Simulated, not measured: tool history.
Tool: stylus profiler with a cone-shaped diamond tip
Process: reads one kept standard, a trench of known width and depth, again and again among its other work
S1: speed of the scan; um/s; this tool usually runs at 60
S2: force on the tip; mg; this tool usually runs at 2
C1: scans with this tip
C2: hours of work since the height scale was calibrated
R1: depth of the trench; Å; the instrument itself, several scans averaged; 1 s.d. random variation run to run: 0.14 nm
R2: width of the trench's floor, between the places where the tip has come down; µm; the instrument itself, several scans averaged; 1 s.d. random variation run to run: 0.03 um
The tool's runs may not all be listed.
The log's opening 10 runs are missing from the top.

run 11 day=17.792 | S1=147 S2=0.81 | C1=11637 C2=456 | R1=5027 R2=14.93
run 12 day=20.075 | S1=147 S2=0.81 | C1=11883 C2=490 | R1=5031 R2=14.88
run 13 day=22.196 | S1=18 S2=2 | C1=12112 C2=522 | R1=5048 R2=15.82
run 14 day=23.579 | S1=18 S2=2 | C1=12262 C2=543 | R1=5050.4 R2=15.79
run 15 day=25.738 | S1=18 S2=2 | C1=12495 C2=576 | R1=5046.4 R2=15.72
run 16 day=28.079 | S1=60 S2=0.86 | C1=12748 C2=611 | R1=5035.3 R2=15.45
run 17 day=29.179 | S1=60 S2=0.86 | C1=12867 C2=628 | R1=5033.7 R2=15.46
run 18 day=31.35 | S1=42 S2=0.86 | C1=13102 C2=660 | R1=5033.4 R2=15.48
run 19 day=33.438 | S1=42 S2=0.86 | C1=13327 C2=692 | R1=5035.7 R2=15.47
run 20 day=35.588 | S1=42 S2=0.86 | C1=13559 C2=724 | R1=5036.4 R2=15.52
run 21 day=37.858 | S1=42 S2=0.86 | C1=13804 C2=759 | R1=5040.4 R2=15.5
run 22 day=38.825 | S1=42 S2=0.86 | C1=13909 C2=773 | R1=5036.6 R2=15.43
run 23 day=39.875 | S1=42 S2=1.03 | C1=14022 C2=789 | R1=5039.2 R2=15.51
run 24 day=40.925 | S1=29 S2=2 | C1=14136 C2=805 | R1=5055.4 R2=15.56
run 25 day=43.008 | S1=24 S2=1.93 | C1=14361 C2=836 | R1=5055.1 R2=15.54
run 26 day=45.342 | S1=24 S2=1.93 | C1=14613 C2=871 | R1=5055.4 R2=15.55
run 27 day=46.308 | S1=24 S2=1.93 | C1=14717 C2=886 | R1=5055.9 R2=15.55
run 28 day=48.538 | S1=24 S2=1.93 | C1=14958 C2=920 | R1=5057.6 R2=15.51
run 29 day=49.921 | S1=217 S2=2.99 | C1=15108 C2=940 | R1=5069.2 R2=14.85
run 30 day=51.883 | S1=102 S2=0.75 | C1=15320 C2=970 | R1=5041.4 R2=15
run 31 day=52.954 | S1=120 S2=1.03 | C1=15435 C2=986 | R1=5044.6 R2=14.83
run 32 day=54.888 | S1=95 S2=3.15 | C1=15644 C2=1015 | R1=5074.2 R2=15.25
run 33 day=56.846 | S1=58 S2=3.26 | C1=15856 C2=1045 | R1=5075.1 R2=15.35
run 34 day=59.229 | S1=21 S2=1.08 | C1=16113 C2=1081 | R1=5046.9 R2=15.45
run 35 day=61.117 | S1=21 S2=1.08 | C1=16317 C2=1109 | R1=5048.4 R2=15.43

Run 36 comes next. What will it give?
run 36 day=62.662 | S1=87 S2=1.11 | C1=16484 C2=1132 | R1=? R2=?

Run 36 measured R1 5046.9 Å, R2 14.99 µm.
Without the tool's hidden state the same run would have given R1 5025 Å, R2 16.49 µm.
